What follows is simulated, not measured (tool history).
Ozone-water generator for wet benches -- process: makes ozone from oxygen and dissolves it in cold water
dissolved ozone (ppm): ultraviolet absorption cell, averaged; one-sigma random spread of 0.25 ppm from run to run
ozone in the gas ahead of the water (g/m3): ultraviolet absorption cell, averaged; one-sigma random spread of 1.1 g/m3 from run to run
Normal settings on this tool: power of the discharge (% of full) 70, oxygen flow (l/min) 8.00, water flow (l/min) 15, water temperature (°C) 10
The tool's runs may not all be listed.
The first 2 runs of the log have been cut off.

run      day  power of the discharge (% of full)  oxygen flow (l/min)  water flow (l/min)  water temperature (°C)  hours of work since the electrodes were changed  hours of work since the contactor was cleaned  hours of work since the thermometer was calibrated  dissolved ozone (ppm)  ozone in the gas ahead of the water (g/m3)
  3    5.942                                  63                 8.00                  22                      10                                              879                                           7510                                                4821                   27.0                                       181.4
  4   10.358                                  70                 8.00                  18                      10                                              970                                           7601                                                4912                   33.9                                       197.6
      13.438  -- contactor cleaned
  5   16.538                                  70                 8.00                  18                      10                                             1093                                             64                                                5036                   34.3                                       196.3
      17.162  -- water thermometer calibrated
  6   20.838                                  70                 8.00                  18                      10                                             1181                                            152                                                  76                   33.9                                       194.9
  7   23.792                                  70                 8.00                  18                      10                                             1242                                            213                                                 136                   33.9                                       198.0
  8   29.171                                  70                 8.00                  18                      10                                             1353                                            323                                                 247                   33.8                                       194.9
  9   32.246                                  70                 8.00                  15                      10                                             1416                                            386                                                 310                   38.0                                       195.6
 10   37.292                                  70                 8.00                  15                      10                                             1520                                            490                                                 414                   38.0                                       195.8
 11   40.808                                  70                 8.00                  15                      10                                             1592                                            563                                                 486                   37.8                                       196.5
 12   45.692                                  70                 8.00                  15                      10                                             1693                                            663                                                 587                   38.2                                       197.6
 13   49.967                                  70                 8.00                  15                      10                                             1781                                            751                                                 675                   38.2                                       195.3
 14   56.150                                  70                11.48                  15                      10                                             1908                                            878                                                 802                   37.9                                       170.0
 15   60.358                                  70                11.48                  15                      10                                             1994                                            965                                                 889                   38.1                                       169.5
 16   65.775                                  70                11.48                  15                      10                                             2106                                           1076                                                1000                   38.0                                       169.2
 17   71.829                                  70                11.48                  15                      10                                             2230                                           1201                                                1125                   38.4                                       168.6
 18   76.954                                  73                 4.55                  10                      13                                             2336                                           1306                                                1230                   47.2                                       257.8
 19   81.225                                  70                 8.00                  14                       6                                             2424                                           1394                                                1318                   42.9                                       198.4
 20   84.008                                  70                 8.28                  15                      10                                             2481                                           1451                                                1375                   38.0                                       192.1
 21   86.783                                  70                 6.22                  15                      10                                             2538                                           1508                                                1432                   37.4                                       220.0
 22   90.183                                  80                 8.00                  15                      18                                             2608                                           1578                                                1502                   36.7                                       218.8
 23   93.546                                  70                12.41                  15                      10                                             2677                                           1648                                                1571                   37.9                                       163.0
 24   97.200                                  70                12.41                  15                      10                                             2752                                           1723                                                1647                   37.6                                       163.4
 25  102.588                                  70                 4.57                  15                       5                                             2863                                           1834                                                1757                   38.6                                       247.0

Expected results for the next run?
 26  108.012                                  70                 4.57                  15                       5                                             2975                                           1945                                                1869                      ?                                           ?

{"run 26": {"dissolved ozone (ppm)": 38.8, "ozone in the gas ahead of the water (g/m3)": 244.6}}
Without the tool's hidden state the same run would have given dissolved ozone (ppm) 38.9, ozone in the gas ahead of the water (g/m3) 244.7.

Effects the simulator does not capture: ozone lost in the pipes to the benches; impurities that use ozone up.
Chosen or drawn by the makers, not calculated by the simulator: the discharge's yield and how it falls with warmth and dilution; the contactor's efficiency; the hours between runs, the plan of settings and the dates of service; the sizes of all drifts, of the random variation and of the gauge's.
